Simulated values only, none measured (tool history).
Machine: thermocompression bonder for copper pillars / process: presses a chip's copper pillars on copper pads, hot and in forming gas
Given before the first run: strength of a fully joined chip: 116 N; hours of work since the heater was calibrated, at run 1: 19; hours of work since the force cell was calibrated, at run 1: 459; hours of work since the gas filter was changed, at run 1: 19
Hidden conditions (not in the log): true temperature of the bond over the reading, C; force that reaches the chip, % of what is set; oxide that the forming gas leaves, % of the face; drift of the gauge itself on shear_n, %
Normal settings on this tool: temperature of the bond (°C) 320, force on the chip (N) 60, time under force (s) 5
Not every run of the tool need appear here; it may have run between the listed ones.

run    hour  temperature of the bond (°C)  force on the chip (N)  time under force (s)  hours of work since the heater was calibrated  hours of work since the force cell was calibrated  hours of work since the gas filter was changed  force that shears a chip off (N)
  1     0.0                           320                     60                     5                                             19                                                459                                              19                              42.3
  2    81.2                           320                     60                     5                                             63                                                503                                              63                              42.2
  3   132.2                           320                     60                     5                                             90                                                531                                              90                              42.6
  4   182.0                           320                     60                     5                                            118                                                558                                             118                              42.1
  5   244.0                           320                     60                     5                                            151                                                591                                             151                              42.5
  6   329.4                           320                     60                     5                                            198                                                638                                             198                              42.5
  7   402.2                           320                     60                     5                                            237                                                677                                             237                              42.4
      455.5  -- forming gas filter changed
  8   455.5                           320                     60                     5                                            266                                                706                                               0                              42.1
  9   501.4                           320                     60                     5                                            291                                                731                                              25                              42.3
      546.0  -- force cell calibrated
 10   584.7                           320                     60                     5                                            335                                                 21                                              69                              42.7
 11   659.0                           320                     60                     5                                            376                                                 61                                             110                              42.2
 12   753.9                           320                     60                     5                                            427                                                113                                             161                              42.4
 13   823.3                           320                     60                     5                                            465                                                151                                             199                              42.5
 14   914.8                           310                     60                     5                                            514                                                200                                             249                              37.6
      946.8  -- forming gas filter changed
 15   989.8                           310                     60                     5                                            555                                                241                                              23                              37.1
 16  1080.1                           320                     60                     3                                            604                                                290                                              72                              34.1
 17  1128.1                           320                     60                     3                                            630                                                316                                              98                              34.5
 18  1182.1                           320                     60                     3                                            659                                                345                                             128                              33.9
 19  1247.0                           341                     60                     5                                            695                                                381                                             163                              52.7
 20  1297.7                           320                     59                     5                                            722                                                408                                             191                              41.6
 21  1392.2                           320                     59                     5                                            774                                                459                                             242                              41.6
     1435.4  -- forming gas filter changed
 22  1448.0                           300                     74                     7                                            804                                                489                                               7                              47.4
 23  1529.2                           324                     60                     4                                            848                                                534                                              51                              40.6
 24  1571.4                           324                     60                     4                                            871                                                556                                              74                              40.8
 25  1644.9                           299                     43                     5                                            911                                                596                                             114                              22.7
 26  1737.5                           316                     54                    10                                            961                                                647                                             164                              47.7
     1773.8  -- heater calibrated with a thermocouple chip
 27  1810.8                           293                     54                    14                                             20                                                685                                             203                              41.2
 28  1893.2                           301                     81                    14                                             65                                                730                                             248                              65.7
     1926.3  -- forming gas filter changed
     1942.7  -- force cell calibrated
 29  1958.2                           301                     81                    14                                             99                                                  8                                              17                              66.1
 30  2006.0                           338                     72                     5                                            125                                                 34                                              43                              61.0
 31  2056.6                           306                     80                    10                                            153                                                 62                                              70                              61.1
 32  2142.4                           306                     80                    10                                            199                                                108                                             117                              61.8
 33  2234.1                           320                     60                    11                                            249                                                158                                             166                              56.4
 34  2296.3                           314                     81                    12                                            283                                                192                                             200                              71.3
 35  2374.1                           314                     81                    12                                            325                                                234                                             242                              70.4

Run 36 is up next; what results do you expect?
     2417.4  -- forming gas filter changed
 36  2435.3                           346                     85                    12                                            358                                                267                                              10                                 ?

force that shears a chip off (N): 92.5
With the hidden condition absent and the run-to-run variation left alone, this run would have shown force that shears a chip off (N) 92.5.

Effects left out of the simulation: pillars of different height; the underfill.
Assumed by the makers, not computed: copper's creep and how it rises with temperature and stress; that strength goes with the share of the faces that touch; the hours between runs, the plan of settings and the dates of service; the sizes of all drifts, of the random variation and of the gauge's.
